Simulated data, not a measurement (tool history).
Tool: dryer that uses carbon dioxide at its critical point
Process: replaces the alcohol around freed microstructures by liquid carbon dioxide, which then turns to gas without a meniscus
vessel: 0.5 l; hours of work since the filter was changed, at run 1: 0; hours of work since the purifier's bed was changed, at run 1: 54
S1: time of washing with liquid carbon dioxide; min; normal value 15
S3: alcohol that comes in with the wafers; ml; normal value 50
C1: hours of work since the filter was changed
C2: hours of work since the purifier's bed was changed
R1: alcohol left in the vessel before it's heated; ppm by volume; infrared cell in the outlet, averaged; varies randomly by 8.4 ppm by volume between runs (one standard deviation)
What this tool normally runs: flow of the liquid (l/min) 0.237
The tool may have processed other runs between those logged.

run 1 hour=0.0 | S1=15 flow_of_the_liquid_(l/min)=0.237 S3=50 | C1=0 C2=54 | R1=461
run 2 hour=15.6 | S1=15 flow_of_the_liquid_(l/min)=0.237 S3=50 | C1=12 C2=66 | R1=472
run 3 hour=30.2 | S1=15 flow_of_the_liquid_(l/min)=0.368 S3=50 | C1=23 C2=77 | R1=34
run 4 hour=42.5 | S1=15 flow_of_the_liquid_(l/min)=0.368 S3=50 | C1=32 C2=86 | R1=43
run 5 hour=58.9 | S1=15 flow_of_the_liquid_(l/min)=0.178 S3=50 | C1=44 C2=98 | R1=1824
run 6 hour=71.7 | S1=15 flow_of_the_liquid_(l/min)=0.237 S3=50 | C1=53 C2=108 | R1=513
run 7 hour=88.8 | S1=15 flow_of_the_liquid_(l/min)=0.237 S3=50 | C1=66 C2=121 | R1=556
run 8 hour=97.2 | S1=15 flow_of_the_liquid_(l/min)=0.237 S3=50 | C1=73 C2=127 | R1=563
run 9 hour=110.8 | S1=15 flow_of_the_liquid_(l/min)=0.237 S3=50 | C1=83 C2=137 | R1=565
run 10 hour=126.8 | S1=15 flow_of_the_liquid_(l/min)=0.237 S3=50 | C1=95 C2=149 | R1=591
run 11 hour=140.9 | S1=15 flow_of_the_liquid_(l/min)=0.237 S3=50 | C1=105 C2=159 | R1=610
run 12 hour=153.7 | S1=15 flow_of_the_liquid_(l/min)=0.237 S3=50 | C1=115 C2=169 | R1=622
run 13 hour=163.3 | S1=15 flow_of_the_liquid_(l/min)=0.237 S3=50 | C1=122 C2=176 | R1=633
run 14 hour=177.3 | S1=15 flow_of_the_liquid_(l/min)=0.237 S3=50 | C1=132 C2=187 | R1=635
run 15 hour=189.6 | S1=15 flow_of_the_liquid_(l/min)=0.237 S3=50 | C1=141 C2=196 | R1=663
run 16 hour=201.8 | S1=15 flow_of_the_liquid_(l/min)=0.237 S3=50 | C1=151 C2=205 | R1=663
run 17 hour=210.7 | S1=15 flow_of_the_liquid_(l/min)=0.237 S3=50 | C1=157 C2=212 | R1=671
run 18 hour=217.9 | S1=15 flow_of_the_liquid_(l/min)=0.237 S3=50 | C1=163 C2=217 | R1=680
run 19 hour=230.7 | S1=15 flow_of_the_liquid_(l/min)=0.237 S3=50 | C1=172 C2=226 | R1=694
run 20 hour=239.8 | S1=15 flow_of_the_liquid_(l/min)=0.237 S3=38 | C1=179 C2=233 | R1=578
run 21 hour=250.4 | S1=15 flow_of_the_liquid_(l/min)=0.237 S3=38 | C1=187 C2=241 | R1=561
-- hour=254.9 inlet filter changed
run 22 hour=266.0 | S1=9 flow_of_the_liquid_(l/min)=0.209 S3=98 | C1=8 C2=252 | R1=11367
run 23 hour=282.7 | S1=16 flow_of_the_liquid_(l/min)=0.303 S3=90 | C1=21 C2=264 | R1=160
run 24 hour=290.1 | S1=16 flow_of_the_liquid_(l/min)=0.303 S3=90 | C1=26 C2=270 | R1=159
run 25 hour=302.5 | S1=20 flow_of_the_liquid_(l/min)=0.237 S3=69 | C1=36 C2=279 | R1=150
run 26 hour=310.0 | S1=17 flow_of_the_liquid_(l/min)=0.237 S3=27 | C1=41 C2=285 | R1=164
run 27 hour=319.6 | S1=21 flow_of_the_liquid_(l/min)=0.240 S3=52 | C1=48 C2=292 | R1=95
run 28 hour=330.1 | S1=14 flow_of_the_liquid_(l/min)=0.240 S3=52 | C1=56 C2=300 | R1=741
run 29 hour=345.6 | S1=14 flow_of_the_liquid_(l/min)=0.240 S3=52 | C1=68 C2=311 | R1=768
run 30 hour=357.9 | S1=14 flow_of_the_liquid_(l/min)=0.240 S3=112 | C1=77 C2=321 | R1=1686
run 31 hour=372.9 | S1=14 flow_of_the_liquid_(l/min)=0.240 S3=112 | C1=88 C2=332 | R1=1665
run 32 hour=388.7 | S1=14 flow_of_the_liquid_(l/min)=0.240 S3=112 | C1=100 C2=344 | R1=1702
run 33 hour=397.8 | S1=17 flow_of_the_liquid_(l/min)=0.219 S3=94 | C1=107 C2=350 | R1=885
run 34 hour=406.0 | S1=14 flow_of_the_liquid_(l/min)=0.356 S3=50 | C1=113 C2=356 | R1=110
run 35 hour=423.4 | S1=14 flow_of_the_liquid_(l/min)=0.356 S3=119 | C1=126 C2=369 | R1=236
run 36 hour=433.1 | S1=10 flow_of_the_liquid_(l/min)=0.287 S3=108 | C1=133 C2=377 | R1=3734
run 37 hour=448.7 | S1=10 flow_of_the_liquid_(l/min)=0.287 S3=108 | C1=145 C2=388 | R1=3618
run 38 hour=465.7 | S1=11 flow_of_the_liquid_(l/min)=0.287 S3=45 | C1=157 C2=401 | R1=1072
run 39 hour=474.2 | S1=20 flow_of_the_liquid_(l/min)=0.261 S3=50 | C1=164 C2=407 | R1=97
run 40 hour=482.2 | S1=13 flow_of_the_liquid_(l/min)=0.392 S3=50 | C1=170 C2=413 | R1=121
run 41 hour=492.5 | S1=14 flow_of_the_liquid_(l/min)=0.185 S3=50 | C1=177 C2=421 | R1=2631
run 42 hour=504.1 | S1=19 flow_of_the_liquid_(l/min)=0.237 S3=50 | C1=186 C2=430 | R1=229

Each row is a separate what-if for the run after 42, all from the same tool condition, not one after another. Results?
-- hour=509.2 inlet filter changed
run A hour=521.9 | S1=19 flow_of_the_liquid_(l/min)=0.147 S3=92 | C1=10 C2=442 | R1=?
-- hour=509.2 inlet filter changed
run B hour=521.9 | S1=12 flow_of_the_liquid_(l/min)=0.231 S3=50 | C1=10 C2=442 | R1=?
-- hour=509.2 inlet filter changed
run C hour=521.9 | S1=13 flow_of_the_liquid_(l/min)=0.280 S3=50 | C1=10 C2=442 | R1=?
-- hour=509.2 inlet filter changed
run D hour=521.9 | S1=15 flow_of_the_liquid_(l/min)=0.237 S3=93 | C1=10 C2=442 | R1=?

run=A R1=2656
run=B R1=1558
run=C R1=458
run=D R1=914
Without the tool's unlogged condition, the same runs would have read:
run=A R1=2562
run=B R1=1486
run=C R1=404
run=D R1=849
